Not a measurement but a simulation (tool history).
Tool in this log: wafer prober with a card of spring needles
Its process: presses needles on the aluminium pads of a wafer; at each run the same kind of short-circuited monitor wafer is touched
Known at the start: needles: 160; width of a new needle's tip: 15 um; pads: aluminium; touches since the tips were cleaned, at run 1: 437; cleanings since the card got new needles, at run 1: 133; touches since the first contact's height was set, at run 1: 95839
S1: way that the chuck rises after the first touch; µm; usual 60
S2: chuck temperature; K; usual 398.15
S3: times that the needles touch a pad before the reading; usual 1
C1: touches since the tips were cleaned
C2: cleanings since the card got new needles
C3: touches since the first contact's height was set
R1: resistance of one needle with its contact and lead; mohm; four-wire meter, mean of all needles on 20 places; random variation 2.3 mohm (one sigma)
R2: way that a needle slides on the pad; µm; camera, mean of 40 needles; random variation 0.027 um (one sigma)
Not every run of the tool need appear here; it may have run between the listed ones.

{"run": 1, "day": 0.0, "S1": 60, "S2": 398.15, "S3": 1, "C1": 437, "C2": 133, "C3": 95839, "R1": 271, "R2": 7.08}
{"day": 0.492, "done": "tips cleaned on abrasive film"}
{"day": 0.983, "done": "tips cleaned on abrasive film"}
{"day": 1.596, "done": "tips cleaned on abrasive film"}
{"run": 2, "day": 1.679, "S1": 60, "S2": 356.15, "S3": 1, "C1": 517, "C2": 136, "C3": 106277, "R1": 257, "R2": 7.02}
{"day": 2.171, "done": "tips cleaned on abrasive film"}
{"day": 2.788, "done": "tips cleaned on abrasive film"}
{"day": 3.279, "done": "tips cleaned on abrasive film"}
{"day": 3.892, "done": "tips cleaned on abrasive film"}
{"run": 3, "day": 4.308, "S1": 60, "S2": 356.15, "S3": 1, "C1": 2599, "C2": 140, "C3": 122613, "R1": 276, "R2": 7.08}
{"day": 4.433, "done": "tips cleaned on abrasive film"}
{"day": 4.925, "done": "tips cleaned on abrasive film"}
{"day": 5.417, "done": "tips cleaned on abrasive film"}
{"day": 5.908, "done": "tips cleaned on abrasive film"}
{"day": 6.4, "done": "tips cleaned on abrasive film"}
{"day": 7.012, "done": "tips cleaned on abrasive film"}
{"day": 7.504, "done": "tips cleaned on abrasive film"}
{"run": 4, "day": 7.683, "S1": 60, "S2": 340.15, "S3": 1, "C1": 1125, "C2": 147, "C3": 143581, "R1": 259, "R2": 6.98}
{"day": 8.054, "done": "tips cleaned on abrasive film"}
{"day": 8.546, "done": "tips cleaned on abrasive film"}
{"day": 9.038, "done": "tips cleaned on abrasive film"}
{"day": 9.529, "done": "tips cleaned on abrasive film"}
{"run": 5, "day": 9.988, "S1": 60, "S2": 340.15, "S3": 1, "C1": 2854, "C2": 151, "C3": 157883, "R1": 280, "R2": 6.96}
{"day": 10.112, "done": "tips cleaned on abrasive film"}
{"day": 10.604, "done": "tips cleaned on abrasive film"}
{"day": 11.217, "done": "tips cleaned on abrasive film"}
{"day": 11.712, "done": "tips cleaned on abrasive film"}
{"day": 12.325, "done": "tips cleaned on abrasive film"}
{"day": 12.817, "done": "tips cleaned on abrasive film"}
{"run": 6, "day": 12.896, "S1": 58, "S2": 398.15, "S3": 1, "C1": 494, "C2": 157, "C3": 175932, "R1": 265, "R2": 6.68}
{"day": 13.15, "done": "height of the first contact set anew"}
{"day": 13.4, "done": "tips cleaned on abrasive film"}
{"day": 13.892, "done": "tips cleaned on abrasive film"}
{"day": 14.383, "done": "tips cleaned on abrasive film"}
{"day": 14.875, "done": "tips cleaned on abrasive film"}
{"day": 15.488, "done": "tips cleaned on abrasive film"}
{"run": 7, "day": 15.629, "S1": 58, "S2": 398.15, "S3": 1, "C1": 868, "C2": 162, "C3": 15369, "R1": 280, "R2": 6.5}
{"day": 16.0, "done": "tips cleaned on abrasive film"}
{"day": 16.492, "done": "tips cleaned on abrasive film"}
{"day": 16.983, "done": "tips cleaned on abrasive film"}
{"run": 8, "day": 17.267, "S1": 58, "S2": 398.15, "S3": 1, "C1": 1777, "C2": 165, "C3": 25546, "R1": 280, "R2": 6.48}
{"day": 17.512, "done": "tips cleaned on abrasive film"}
{"day": 18.004, "done": "tips cleaned on abrasive film"}
{"day": 18.496, "done": "tips cleaned on abrasive film"}
{"day": 18.988, "done": "tips cleaned on abrasive film"}
{"day": 19.483, "done": "tips cleaned on abrasive film"}
{"run": 9, "day": 19.775, "S1": 58, "S2": 398.15, "S3": 1, "C1": 1845, "C2": 170, "C3": 41127, "R1": 287, "R2": 6.47}
{"day": 20.025, "done": "tips cleaned on abrasive film"}
{"day": 20.646, "done": "height of the first contact set anew, once more"}
{"day": 20.65, "done": "tips cleaned on abrasive film"}
{"day": 21.262, "done": "tips cleaned on abrasive film"}
{"day": 21.879, "done": "tips cleaned on abrasive film"}
{"day": 22.371, "done": "tips cleaned on abrasive film"}
{"day": 22.983, "done": "tips cleaned on abrasive film"}
{"run": 10, "day": 23.008, "S1": 68, "S2": 398.15, "S3": 1, "C1": 166, "C2": 176, "C3": 14667, "R1": 262, "R2": 8.23}
{"day": 23.504, "done": "tips cleaned on abrasive film"}
{"day": 23.996, "done": "tips cleaned on abrasive film"}
{"day": 24.608, "done": "tips cleaned on abrasive film"}
{"run": 11, "day": 25.025, "S1": 68, "S2": 398.15, "S3": 1, "C1": 2620, "C2": 179, "C3": 27212, "R1": 278, "R2": 8.2}
{"day": 25.154, "done": "tips cleaned on abrasive film"}
{"day": 25.646, "done": "tips cleaned on abrasive film"}
{"day": 26.138, "done": "tips cleaned on abrasive film"}
{"day": 26.75, "done": "tips cleaned on abrasive film"}
{"day": 27.242, "done": "tips cleaned on abrasive film"}
{"day": 27.733, "done": "tips cleaned on abrasive film"}
{"run": 12, "day": 28.129, "S1": 60, "S2": 378.15, "S3": 1, "C1": 2468, "C2": 185, "C3": 46470, "R1": 277, "R2": 7.13}
{"day": 28.254, "done": "tips cleaned on abrasive film"}
{"day": 28.746, "done": "tips cleaned on abrasive film"}
{"day": 29.238, "done": "tips cleaned on abrasive film"}
{"day": 29.729, "done": "tips cleaned on abrasive film"}
{"day": 30.221, "done": "tips cleaned on abrasive film"}
{"run": 13, "day": 30.608, "S1": 45, "S2": 303.15, "S3": 1, "C1": 2411, "C2": 190, "C3": 61855, "R1": 289, "R2": 5.33}
{"day": 30.733, "done": "tips cleaned on abrasive film"}
{"day": 31.225, "done": "tips cleaned on abrasive film"}
{"day": 31.717, "done": "tips cleaned on abrasive film"}
{"day": 32.308, "done": "tips cleaned on abrasive film"}
{"run": 14, "day": 32.308, "S1": 45, "S2": 303.15, "S3": 1, "C1": 0, "C2": 194, "C3": 72397, "R1": 245, "R2": 5.27}
{"day": 32.8, "done": "tips cleaned on abrasive film"}
{"day": 33.412, "done": "tips cleaned on abrasive film"}
{"day": 33.904, "done": "tips cleaned on abrasive film"}
{"day": 34.521, "done": "tips cleaned on abrasive film"}
{"day": 35.012, "done": "tips cleaned on abrasive film"}
{"run": 15, "day": 35.025, "S1": 49, "S2": 303.15, "S3": 1, "C1": 97, "C2": 199, "C3": 89285, "R1": 246, "R2": 5.79}
{"day": 35.521, "done": "tips cleaned on abrasive film"}
{"day": 36.012, "done": "tips cleaned on abrasive film"}
{"day": 36.625, "done": "tips cleaned on abrasive film"}
{"day": 37.238, "done": "tips cleaned on abrasive film"}
{"day": 37.854, "done": "tips cleaned on abrasive film"}
{"run": 16, "day": 38.075, "S1": 52, "S2": 299.15, "S3": 2, "C1": 1385, "C2": 204, "C3": 108230, "R1": 255, "R2": 6.14}
{"day": 38.446, "done": "tips cleaned on abrasive film"}
{"day": 38.938, "done": "tips cleaned on abrasive film"}
{"day": 39.55, "done": "tips cleaned on abrasive film"}
{"day": 40.042, "done": "tips cleaned on abrasive film"}
{"run": 17, "day": 40.421, "S1": 52, "S2": 299.15, "S3": 2, "C1": 2382, "C2": 208, "C3": 122824, "R1": 260, "R2": 6.08}
{"day": 40.55, "done": "tips cleaned on abrasive film"}
{"day": 41.042, "done": "tips cleaned on abrasive film"}
{"day": 41.654, "done": "tips cleaned on abrasive film"}
{"day": 42.146, "done": "tips cleaned on abrasive film"}
{"day": 42.758, "done": "tips cleaned on abrasive film"}
{"day": 43.25, "done": "tips cleaned on abrasive film"}
{"run": 18, "day": 43.496, "S1": 51, "S2": 394.15, "S3": 1, "C1": 1522, "C2": 214, "C3": 141904, "R1": 281, "R2": 5.95}
{"day": 43.867, "done": "tips cleaned on abrasive film"}
{"day": 44.358, "done": "tips cleaned on abrasive film"}
{"day": 44.85, "done": "tips cleaned on abrasive film"}
{"day": 45.342, "done": "tips cleaned on abrasive film"}
{"day": 45.954, "done": "tips cleaned on abrasive film"}
{"day": 46.446, "done": "tips cleaned on abrasive film"}
{"run": 19, "day": 46.792, "S1": 51, "S2": 394.15, "S3": 1, "C1": 2157, "C2": 220, "C3": 162378, "R1": 300, "R2": 5.85}
{"day": 47.038, "done": "tips cleaned on abrasive film"}
{"day": 47.529, "done": "tips cleaned on abrasive film"}
{"day": 48.146, "done": "tips cleaned on abrasive film"}
{"day": 48.638, "done": "tips cleaned on abrasive film"}
{"day": 49.25, "done": "tips cleaned on abrasive film"}
{"day": 49.262, "done": "height of the first contact set anew"}
{"run": 20, "day": 49.429, "S1": 46, "S2": 302.15, "S3": 2, "C1": 1042, "C2": 225, "C3": 1042, "R1": 252, "R2": 5.56}
{"day": 49.8, "done": "tips cleaned on abrasive film"}
{"day": 50.292, "done": "tips cleaned on abrasive film"}
{"day": 50.783, "done": "tips cleaned on abrasive film"}
{"day": 51.275, "done": "tips cleaned on abrasive film"}
{"day": 51.767, "done": "tips cleaned on abrasive film"}
{"day": 52.258, "done": "tips cleaned on abrasive film"}
{"run": 21, "day": 52.746, "S1": 43, "S2": 327.15, "S3": 2, "C1": 3040, "C2": 231, "C3": 21637, "R1": 282, "R2": 5.18}
{"day": 52.871, "done": "tips cleaned on abrasive film"}
{"day": 53.362, "done": "tips cleaned on abrasive film"}
{"day": 53.975, "done": "tips cleaned on abrasive film"}
{"day": 54.467, "done": "tips cleaned on abrasive film"}
{"day": 54.958, "done": "tips cleaned on abrasive film"}
{"day": 55.45, "done": "tips cleaned on abrasive film"}
{"run": 22, "day": 55.671, "S1": 43, "S2": 327.15, "S3": 2, "C1": 1380, "C2": 237, "C3": 39808, "R1": 266, "R2": 5.1}
{"day": 56.042, "done": "tips cleaned on abrasive film"}
{"day": 56.654, "done": "tips cleaned on abrasive film"}
{"day": 57.271, "done": "tips cleaned on abrasive film"}
{"day": 57.762, "done": "tips cleaned on abrasive film"}
{"day": 58.254, "done": "tips cleaned on abrasive film"}
{"run": 23, "day": 58.708, "S1": 48, "S2": 346.15, "S3": 2, "C1": 2834, "C2": 242, "C3": 58670, "R1": 277, "R2": 5.73}
{"day": 58.833, "done": "tips cleaned on abrasive film"}
{"day": 59.446, "done": "tips cleaned on abrasive film"}
{"day": 59.938, "done": "tips cleaned on abrasive film"}
{"run": 24, "day": 60.267, "S1": 66, "S2": 311.15, "S3": 1, "C1": 2054, "C2": 245, "C3": 68357, "R1": 264, "R2": 7.83}

Run by run, hidden condition taken away, random variation retained:
Hidden conditions of the tool in this case: debris on the tips, nm; way that the needles fall short of the set height, um; tips' diameter, um; drift of the gauge itself on contact_mohm, %; drift of the gauge itself on scrub_um, %.
run=1 R1=263 R2=7.27
run=2 R1=247 R2=7.23
run=3 R1=246 R2=7.32
run=4 R1=241 R2=7.26
run=5 R1=246 R2=7.26
run=6 R1=255 R2=7.02
run=7 R1=263 R2=7.03
run=8 R1=256 R2=7.02
run=9 R1=258 R2=7.06
run=10 R1=257 R2=8.26
run=11 R1=255 R2=8.25
run=12 R1=250 R2=7.22
run=13 R1=240 R2=5.45
run=14 R1=239 R2=5.42
run=15 R1=239 R2=5.97
run=16 R1=237 R2=6.35
run=17 R1=235 R2=6.32
run=18 R1=256 R2=6.23
run=19 R1=261 R2=6.17
run=20 R1=236 R2=5.56
run=21 R1=243 R2=5.22
run=22 R1=242 R2=5.19
run=23 R1=246 R2=5.84
run=24 R1=238 R2=7.96
